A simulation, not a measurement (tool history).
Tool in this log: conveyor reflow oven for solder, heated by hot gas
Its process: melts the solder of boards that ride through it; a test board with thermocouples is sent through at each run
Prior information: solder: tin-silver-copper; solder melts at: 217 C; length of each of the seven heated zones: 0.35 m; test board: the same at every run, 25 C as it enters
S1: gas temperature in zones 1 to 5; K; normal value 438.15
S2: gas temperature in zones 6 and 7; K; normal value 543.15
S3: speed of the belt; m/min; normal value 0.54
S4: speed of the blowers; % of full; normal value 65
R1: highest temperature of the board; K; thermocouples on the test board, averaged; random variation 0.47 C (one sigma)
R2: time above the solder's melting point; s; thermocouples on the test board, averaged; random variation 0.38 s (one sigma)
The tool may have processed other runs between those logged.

Run 1, hour 0: usual settings. Result: R1 525.35 K, R2 54.8 s.
Run 2, hour 9.3: usual settings but S4 63 % of full. Result: R1 524.85 K, R2 54.5 s.
Run 3, hour 16.9: usual settings but S4 63 % of full. Result: R1 525.25 K, R2 54.8 s.
Run 4, hour 25.4: usual settings but S4 78 % of full. Result: R1 528.85 K, R2 58.4 s.
Run 5, hour 33.8: usual settings but S1 426.15 K, S4 78 % of full. Result: R1 525.55 K, R2 53.2 s.
Run 6, hour 43.5: usual settings but S1 426.15 K, S4 78 % of full. Result: R1 527.05 K, R2 52.9 s.
Run 7, hour 52.6: usual settings but S1 426.15 K, S4 78 % of full. Result: R1 526.75 K, R2 52.9 s.
Run 8, hour 59.2: usual settings but S1 426.15 K, S4 78 % of full. Result: R1 526.55 K, R2 52.9 s.
Run 9, hour 67.2: usual settings but S1 426.15 K, S4 78 % of full. Result: R1 527.05 K, R2 52.8 s.
Run 10, hour 72.9: usual settings but S1 433.15 K, S3 0.509 m/min, S4 86 % of full. Result: R1 530.15 K, R2 62.4 s.
Run 11, hour 81.6: usual settings but S1 433.15 K, S3 0.509 m/min, S4 86 % of full. Result: R1 529.95 K, R2 62.3 s.
Run 12, hour 88.5: usual settings but S1 450.15 K, S2 547.15 K, S3 0.574 m/min. Result: R1 528.95 K, R2 58.4 s.
Run 13, hour 97.4: usual settings but S1 450.15 K, S2 547.15 K, S3 0.574 m/min. Result: R1 528.75 K, R2 57.3 s.
Run 14, hour 104.4: usual settings but S3 0.594 m/min, S4 76 % of full. Result: R1 524.05 K, R2 49.1 s.
Run 15, hour 114.1: usual settings but S3 0.594 m/min, S4 76 % of full. Result: R1 524.55 K, R2 48.8 s.
Run 16, hour 121.1: usual settings but S1 453.15 K, S2 547.15 K, S3 0.432 m/min, S4 80 % of full. Result: R1 539.15 K, R2 87.6 s.
Run 17, hour 131.4: usual settings but S1 453.15 K, S2 547.15 K, S3 0.459 m/min, S4 52 % of full. Result: R1 534.35 K, R2 78.3 s.
Run 18, hour 142.5: usual settings but S4 62 % of full. Result: R1 525.35 K, R2 54.7 s.

What if the next run were any one of these 5? Each begins from the tool's condition after run 18:
Run A, hour 152.2: usual settings but S1 447.15 K, S2 544.15 K, S4 62 % of full. Result: R1 ?, R2 ?.
Run B, hour 152.2: usual settings but S3 0.433 m/min, S4 55 % of full. Result: R1 ?, R2 ?.
Run C, hour 152.2: usual settings but S2 548.15 K. Result: R1 ?, R2 ?.
Run D, hour 152.2: usual settings but S2 546.15 K, S4 62 % of full. Result: R1 ?, R2 ?.
Run E, hour 152.2: usual settings but S1 426.15 K, S3 0.58 m/min, S4 76 % of full. Result: R1 ?, R2 ?.

run      R1    R2
  A  527.45  59.2
  B  530.15  74.5
  C  530.05  58.3
  D  527.15  56.2
  E  523.95  46.1
Without the tool's unlogged condition, the same runs would have read:
run      R1    R2
  A  527.55  59.2
  B  530.15  74.5
  C  530.05  58.4
  D  527.25  56.2
  E  524.05  46.1

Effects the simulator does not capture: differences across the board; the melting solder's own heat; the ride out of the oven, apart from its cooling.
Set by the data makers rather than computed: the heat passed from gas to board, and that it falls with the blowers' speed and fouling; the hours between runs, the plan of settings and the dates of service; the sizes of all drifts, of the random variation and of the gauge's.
